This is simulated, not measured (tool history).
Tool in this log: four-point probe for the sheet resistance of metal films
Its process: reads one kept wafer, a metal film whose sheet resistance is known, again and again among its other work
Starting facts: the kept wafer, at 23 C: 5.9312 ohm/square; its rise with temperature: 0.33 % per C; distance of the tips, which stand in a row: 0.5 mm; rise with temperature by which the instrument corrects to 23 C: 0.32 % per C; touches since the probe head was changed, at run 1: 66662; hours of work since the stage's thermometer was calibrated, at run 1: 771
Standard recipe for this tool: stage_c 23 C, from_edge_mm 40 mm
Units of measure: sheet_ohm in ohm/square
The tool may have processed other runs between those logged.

run    hour  stage_c  from_edge_mm  touches since the probe head was changed  hours of work since the stage's thermometer was calibrated  sheet_ohm
  1       0       23            40                                     66662                                                         771   5.931888
  2   137.5       23            12                                     71486                                                         838   5.940172
  3     214       23            12                                     74170                                                         874   5.939915
  4     289       23            40                                     76800                                                         911   5.936127
  5   417.6       23            40                                     81311                                                         973   5.938589
  6     554       23            40                                     86093                                                        1038   5.940293
  7   630.6       23            40                                     88782                                                        1075   5.941244
  8   688.7       23            40                                     90818                                                        1103   5.941996
  9   827.2       23            60                                     95677                                                        1170   5.944155
 10   967.3       23            60                                    100592                                                        1237   5.944894
 11    1042       26            40                                    103212                                                        1273   5.947843
 12  1169.8       26            40                                    107692                                                        1335   5.950082
 13  1293.2       26            40                                    112020                                                        1394   5.950201
 14  1396.3       26            40                                    115637                                                        1444   5.951904
 15  1490.9       23            66                                    118955                                                        1490    5.94863
 16  1581.2       23            66                                    122124                                                        1533   5.949872
 17  1641.9       23            66                                    124250                                                        1562   5.952642
     1708.9  -- stage's thermometer calibrated
 18  1780.2       23            66                                    129085                                                          34    5.96249
 19  1902.9       23            66                                    133389                                                          93   5.962765
 20  2010.3       23            66                                    137156                                                         145   5.963353
 21  2112.6       19             8                                    140743                                                         195   5.974734
 22  2194.2       19             8                                    143606                                                         234   5.976992
 23  2300.7       20            58                                    147342                                                         285   5.964064
 24  2412.3       20            58                                    151255                                                         339   5.965863
 25    2473       27            13                                    153386                                                         368   5.975669
 26  2600.2       26            19                                    157849                                                         429    5.97331
 27  2734.5       21             6                                    162559                                                         494   5.992854
 28    2850       21            25                                    166608                                                         550   5.972795
 29  2924.5       34             7                                    169221                                                         586   5.996762
 30  2998.9       34             7                                    171830                                                         622   6.000493
 31  3131.9       18             7                                    176496                                                         686   5.988549

The next listed run, before its measurement:
 32  3193.3       18             7                                    178650                                                         715          ?

sheet_ohm: 5.991034 ohm/square
Were there no unlogged condition in the tool, this run, its random variation unchanged, would have produced sheet_ohm 5.945353 ohm/square.
